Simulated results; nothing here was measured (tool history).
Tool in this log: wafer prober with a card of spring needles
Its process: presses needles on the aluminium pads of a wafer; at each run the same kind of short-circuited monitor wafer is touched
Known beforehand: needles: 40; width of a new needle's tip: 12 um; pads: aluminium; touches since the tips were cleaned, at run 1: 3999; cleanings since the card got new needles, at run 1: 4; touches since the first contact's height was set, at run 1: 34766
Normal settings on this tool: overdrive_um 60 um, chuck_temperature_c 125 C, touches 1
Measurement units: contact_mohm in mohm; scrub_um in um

run   hour  overdrive_um  chuck_temperature_c  touches  touches since the tips were cleaned  cleanings since the card got new needles  touches since the first contact's height was set  contact_mohm  scrub_um
  1      0            60                  125        1                                 3999                                         4                                             34766           178      7.87
        11  -- tips cleaned on abrasive film
  2     24            60                  125        1                                 4133                                         5                                             42357           180      7.87
      33.9  -- tips cleaned on abrasive film
  3   42.9            54                  125        1                                 2829                                         6                                             48295           183      7.05
      57.9  -- tips cleaned on abrasive film
  4     72            60                  125        1                                 4479                                         7                                             57508           182      7.81
      82.5  -- tips cleaned on abrasive film
  5   93.1            60                  125        1                                 3386                                         8                                             64172           178       7.8
     107.7  -- tips cleaned on abrasive film
  6  119.1            60                  125        2                                 3596                                         9                                             72365           159      7.79
     130.7  -- tips cleaned on abrasive film
  7  146.6            60                  125        2                                 5028                                        10                                             81053           162      7.79
     154.2  -- tips cleaned on abrasive film
       171  -- height of the first contact set anew
  8  175.2            60                  125        1                                 6576                                        11                                              1327           189      7.92
     179.8  -- tips cleaned on abrasive film
  9  191.3            60                  125        1                                 3632                                        12                                              6381           175       7.9
     203.3  -- tips cleaned on abrasive film
 10  211.9            60                  125        1                                 2715                                        13                                             12887           176       7.9
     228.3  -- tips cleaned on abrasive film
 11  239.2            60                  125        1                                 3462                                        14                                             21523           179      7.88
     252.7  -- tips cleaned on abrasive film
 12  253.1            60                  125        1                                  132                                        15                                             25909           134      7.85
 13  268.1            60                  125        1                                 4884                                        15                                             30661           186      7.84
     276.1  -- tips cleaned on abrasive film
 14  286.3            60                  125        1                                 3258                                        16                                             36401           173      7.84
     300.1  -- tips cleaned on abrasive film
 15    311            60                  125        1                                 3455                                        17                                             44191           178      7.85
     324.1  -- tips cleaned on abrasive film
 16  333.2            48                  125        1                                 2879                                        18                                             51188           195      6.25
     347.3  -- tips cleaned on abrasive film
 17  359.8            53                  125        1                                 3950                                        19                                             59594           192       6.9
       371  -- tips cleaned on abrasive film
 18  375.6            60                   90        1                                 1462                                        20                                             64592           160       7.8
     394.1  -- tips cleaned on abrasive film
 19    396            43                   66        2                                  613                                        21                                             71027           146      5.54
 20  415.4            43                   66        2                                 6745                                        21                                             77159           189      5.54
     417.9  -- tips cleaned on abrasive film
 21  429.5            60                   90        2                                 3691                                        22                                             81618           154      7.78
       441  -- tips cleaned on abrasive film
 22    448            60                   90        2                                 2225                                        23                                             87453           150      7.77
     451.9  -- height of the first contact set anew
     464.9  -- tips cleaned on abrasive film
 23  465.1            66                   44        2                                   75                                        24                                              4164           121      8.68
     489.4  -- tips cleaned on abrasive film
 24  494.5            66                   44        2                                 1614                                        25                                             13433           137      8.68
 25  509.7            56                   69        2                                 6463                                        25                                             18282           165      7.36
     512.5  -- tips cleaned on abrasive film
     536.2  -- tips cleaned on abrasive film
 26  536.5            56                   69        2                                   67                                        27                                             26685           130      7.35
 27  549.4            56                   69        2                                 4170                                        27                                             30788           162      7.32
     559.6  -- tips cleaned on abrasive film
 28    569            41                  125        2                                 2975                                        28                                             36973           185      5.36
     583.3  -- tips cleaned on abrasive film
 29  584.3            60                  109        1                                  317                                        29                                             41791           136      7.84
 30  604.9            60                  109        1                                 6866                                        29                                             48340           188      7.86

Run 31 comes next. What will it give?
     606.6  -- tips cleaned on abrasive film
 31  621.2            60                  109        1                                 4637                                        30                                             53476             ?         ?

contact_mohm: 182 mohm
scrub_um: 7.83 um
On a tool with no hidden condition, and with the same random variation, this run would have come out at contact_mohm 127 mohm, scrub_um 7.91 um.
